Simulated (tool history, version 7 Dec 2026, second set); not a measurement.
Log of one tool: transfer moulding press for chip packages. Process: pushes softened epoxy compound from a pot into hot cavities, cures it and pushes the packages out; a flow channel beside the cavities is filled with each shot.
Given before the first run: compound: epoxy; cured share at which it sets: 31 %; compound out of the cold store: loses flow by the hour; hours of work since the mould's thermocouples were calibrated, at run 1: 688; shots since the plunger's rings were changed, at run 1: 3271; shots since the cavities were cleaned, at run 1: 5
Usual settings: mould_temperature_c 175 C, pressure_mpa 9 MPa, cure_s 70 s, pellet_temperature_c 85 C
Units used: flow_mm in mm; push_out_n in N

run    hour  mould_temperature_c  pressure_mpa  cure_s  pellet_temperature_c  hours of work since the mould's thermocouples were calibrated  shots since the plunger's rings were changed  shots since the cavities were cleaned  incoming compound's hours out of the cold store  flow_mm  push_out_n
  1       0                  175             9      70                    85                                                            688                                          3271                                      5                                             37.5      703         381
  2    51.4                  175          7.02      70                    85                                                            714                                          3960                                    694                                             22.6      648         642
       80.2  -- plunger's sealing rings changed
       88.3  -- cavities cleaned with cleaning compound and waxed
  3    99.2                  175          7.02      70                    85                                                            736                                           235                                    146                                              8.3      717         493
      133.4  -- mould's thermocouples calibrated
  4   164.8                  175          7.02      70                    80                                                             16                                          1088                                    999                                             21.3      679         738
        174  -- cavities cleaned with cleaning compound and waxed
  5   202.6                  175          7.02      70                    80                                                             34                                          1576                                    384                                             39.4      628         598
      257.6  -- cavities cleaned with cleaning compound and waxed
  6   287.6                  175             9      70                    85                                                             76                                          2695                                    403                                             43.4      698         597
      340.9  -- cavities cleaned with cleaning compound and waxed
  7   360.4                  175             9      70                    85                                                            113                                          3652                                    262                                             46.1      676         529
      415.1  -- plunger's sealing rings changed
  8   420.9                  175             9      70                    79                                                            142                                            78                                   1040                                             23.5      772         758
      429.9  -- cavities cleaned with cleaning compound and waxed
  9   472.8                  175             9      70                    85                                                            167                                           754                                    576                                             38.5      723         643
      518.2  -- cavities cleaned with cleaning compound and waxed
 10   518.8                  175             9      70                    85                                                            190                                          1350                                      7                                             41.7      700         389
 11   572.8                  175             9      70                    85                                                            217                                          2076                                    733                                             31.2      729         691
      604.5  -- cavities cleaned with cleaning compound and waxed
 12   640.6                  175             9      70                    93                                                            251                                          2965                                    485                                             37.4      708         622
 13   685.5                  175             9     105                    93                                                            273                                          3567                                   1087                                             24.2      733         546
      694.7  -- cavities cleaned with cleaning compound and waxed
      743.9  -- plunger's sealing rings changed
 14   743.9                  178             9      70                    86                                                            301                                             0                                    628                                             32.5      720         575
        784  -- cavities cleaned with cleaning compound and waxed
 15   785.4                  168             9      70                    75                                                            321                                           536                                     19                                             38.5      734         634
 16   859.8                  168             9      70                    76                                                            359                                          1534                                   1017                                               36      729        1083
      867.8  -- cavities cleaned with cleaning compound and waxed
 17   900.2                  172             9      99                    85                                                            379                                          2056                                    435                                              8.9      791         496
      952.8  -- cavities cleaned with cleaning compound and waxed
 18   953.5                  172             9      99                    85                                                            405                                          2752                                     10                                             13.3      777         318
 19  1011.6                  175          9.04      70                    85                                                            434                                          3531                                    789                                               45      687         640
     1038.5  -- cavities cleaned with cleaning compound and waxed
     1073.6  -- plunger's sealing rings changed
 20  1095.7                  180          9.29      96                    76                                                            475                                           296                                    734                                             28.1      763         524
     1125.2  -- cavities cleaned with cleaning compound and waxed
 21  1147.2                  180          9.29      96                    76                                                            500                                           966                                    294                                             38.7      719         423
     1208.5  -- cavities cleaned with cleaning compound and waxed
 22  1216.3                  180          9.29      96                    76                                                            534                                          1873                                    104                                               23      747         356
 23  1259.2                  175          7.69      70                    85                                                            556                                          2449                                    680                                             10.1      729         641
     1292.1  -- cavities cleaned with cleaning compound and waxed
 24  1307.9                  175          8.73      73                    85                                                            580                                          3083                                    213                                             25.9      720         475
 25  1342.4                  175          8.73      73                    85                                                            597                                          3544                                    674                                             19.1      723         628
     1376.2  -- cavities cleaned with cleaning compound and waxed
     1409.2  -- plunger's sealing rings changed
 26  1417.7                  170          8.37      70                    85                                                            633                                           114                                    522                                             23.3      747         821

Hidden state at the last listed run before each entry between runs and at the first one after, where it differs:
Logged between run 2 and run 3: plunger's sealing rings changed (hour 80.2); cavities cleaned with cleaning compound and waxed (hour 88.3)
  true mould temperature over the reading, C: 1.5 -> 1.55; pressure that reaches the compound, % of what is set: 90.73 -> 99.04; grip of the stained cavities, % over clean ones': 66.1 -> 28
  what was measured, less what the result would be without the hidden state, flow_mm: -35 -> -7 mm; push_out_n: +226 -> +75 N
Logged between run 3 and run 4: mould's thermocouples calibrated (hour 133.4)
  true mould temperature over the reading, C: 1.55 -> 0.17; pressure that reaches the compound, % of what is set: 99.04 -> 97.35; grip of the stained cavities, % over clean ones': 28 -> 74.4
  what was measured, less what the result would be without the hidden state, flow_mm: -7 -> -9 mm; push_out_n: +75 -> +311 N
Logged between run 4 and run 5: cavities cleaned with cleaning compound and waxed (hour 174)
  true mould temperature over the reading, C: 0.17 -> 0.21; pressure that reaches the compound, % of what is set: 97.35 -> 96.41; grip of the stained cavities, % over clean ones': 74.4 -> 49.1
  what was measured, less what the result would be without the hidden state, flow_mm: -9 -> -11 mm; push_out_n: +311 -> +191 N
Logged between run 5 and run 6: cavities cleaned with cleaning compound and waxed (hour 257.6)
  true mould temperature over the reading, C: 0.21 -> 0.3; pressure that reaches the compound, % of what is set: 96.41 -> 94.11; grip of the stained cavities, % over clean ones': 49.1 -> 50.9
  what was measured, less what the result would be without the hidden state, flow_mm: -11 -> -22 mm; push_out_n: +191 -> +197 N
Logged between run 6 and run 7: cavities cleaned with cleaning compound and waxed (hour 340.9)
  true mould temperature over the reading, C: 0.3 -> 0.39; pressure that reaches the compound, % of what is set: 94.11 -> 92.23; grip of the stained cavities, % over clean ones': 50.9 -> 38.7
  what was measured, less what the result would be without the hidden state, flow_mm: -22 -> -28 mm; push_out_n: +197 -> +140 N
Logged between run 7 and run 8: plunger's sealing rings changed (hour 415.1)
  true mould temperature over the reading, C: 0.39 -> 0.45; pressure that reaches the compound, % of what is set: 92.23 -> 99.64; grip of the stained cavities, % over clean ones': 38.7 -> 74.8
  what was measured, less what the result would be without the hidden state, flow_mm: -28 -> -3 mm; push_out_n: +140 -> +313 N
Logged between run 8 and run 9: cavities cleaned with cleaning compound and waxed (hour 429.9)
  true mould temperature over the reading, C: 0.45 -> 0.51; pressure that reaches the compound, % of what is set: 99.64 -> 98.3; grip of the stained cavities, % over clean ones': 74.8 -> 60.7
  what was measured, less what the result would be without the hidden state, flow_mm: -3 -> -7 mm; push_out_n: +313 -> +233 N
Logged between run 9 and run 10: cavities cleaned with cleaning compound and waxed (hour 518.2)
  true mould temperature over the reading, C: 0.51 -> 0.56; pressure that reaches the compound, % of what is set: 98.3 -> 97.01; grip of the stained cavities, % over clean ones': 60.7 -> 4.9
  what was measured, less what the result would be without the hidden state, flow_mm: -7 -> -12 mm; push_out_n: +233 -> +8 N
Logged between run 11 and run 12: cavities cleaned with cleaning compound and waxed (hour 604.5)
  true mould temperature over the reading, C: 0.62 -> 0.69; pressure that reaches the compound, % of what is set: 95.48 -> 93.6; grip of the stained cavities, % over clean ones': 66.9 -> 55.8
  what was measured, less what the result would be without the hidden state, flow_mm: -18 -> -26 mm; push_out_n: +263 -> +212 N
Logged between run 13 and run 14: cavities cleaned with cleaning compound and waxed (hour 694.7); plunger's sealing rings changed (hour 743.9)
  true mould temperature over the reading, C: 0.74 -> 0.8; pressure that reaches the compound, % of what is set: 92.51 -> 99.99; grip of the stained cavities, % over clean ones': 74.8 -> 64.5
  what was measured, less what the result would be without the hidden state, flow_mm: -31 -> -1 mm; push_out_n: +233 -> +218 N
Logged between run 14 and run 15: cavities cleaned with cleaning compound and waxed (hour 784)
  true mould temperature over the reading, C: 0.8 -> 0.84; pressure that reaches the compound, % of what is set: 99.99 -> 98.77; grip of the stained cavities, % over clean ones': 64.5 -> 3.5
  what was measured, less what the result would be without the hidden state, flow_mm: -1 -> -7 mm; push_out_n: +218 -> -18 N
Logged between run 16 and run 17: cavities cleaned with cleaning compound and waxed (hour 867.8)
  true mould temperature over the reading, C: 0.92 -> 0.96; pressure that reaches the compound, % of what is set: 96.75 -> 95.86; grip of the stained cavities, % over clean ones': 72.9 -> 54.2
  what was measured, less what the result would be without the hidden state, flow_mm: -14 -> -20 mm; push_out_n: +413 -> +169 N
Logged between run 17 and run 18: cavities cleaned with cleaning compound and waxed (hour 952.8)
  true mould temperature over the reading, C: 0.96 -> 1.02; pressure that reaches the compound, % of what is set: 95.86 -> 94.3; grip of the stained cavities, % over clean ones': 54.2 -> 2.7
  what was measured, less what the result would be without the hidden state, flow_mm: -20 -> -26 mm; push_out_n: +169 -> +5 N
Logged between run 19 and run 20: cavities cleaned with cleaning compound and waxed (hour 1038.5); plunger's sealing rings changed (hour 1073.6)
  true mould temperature over the reading, C: 1.09 -> 1.17; pressure that reaches the compound, % of what is set: 92.7 -> 99.25; grip of the stained cavities, % over clean ones': 68.3 -> 63.7
  what was measured, less what the result would be without the hidden state, flow_mm: -28 -> -5 mm; push_out_n: +238 -> +198 N
Logged between run 20 and run 21: cavities cleaned with cleaning compound and waxed (hour 1125.2)
  true mould temperature over the reading, C: 1.17 -> 1.22; pressure that reaches the compound, % of what is set: 99.25 -> 97.85; grip of the stained cavities, % over clean ones': 63.7 -> 37.6
  what was measured, less what the result would be without the hidden state, flow_mm: -5 -> -11 mm; push_out_n: +198 -> +115 N
Logged between run 21 and run 22: cavities cleaned with cleaning compound and waxed (hour 1208.5)
  true mould temperature over the reading, C: 1.22 -> 1.3; pressure that reaches the compound, % of what is set: 97.85 -> 95.9; grip of the stained cavities, % over clean ones': 37.6 -> 15.1
  what was measured, less what the result would be without the hidden state, flow_mm: -11 -> -19 mm; push_out_n: +115 -> +46 N
Logged between run 23 and run 24: cavities cleaned with cleaning compound and waxed (hour 1292.1)
  true mould temperature over the reading, C: 1.35 -> 1.4; pressure that reaches the compound, % of what is set: 94.78 -> 93.48; grip of the stained cavities, % over clean ones': 62.6 -> 32.3
  what was measured, less what the result would be without the hidden state, flow_mm: -22 -> -28 mm; push_out_n: +216 -> +95 N
Logged between run 25 and run 26: cavities cleaned with cleaning compound and waxed (hour 1376.2); plunger's sealing rings changed (hour 1409.2)
  true mould temperature over the reading, C: 1.44 -> 1.52; pressure that reaches the compound, % of what is set: 92.39 -> 99.57; grip of the stained cavities, % over clean ones': 65.3 -> 56.9
  what was measured, less what the result would be without the hidden state, flow_mm: -33 -> -5 mm; push_out_n: +223 -> +237 N
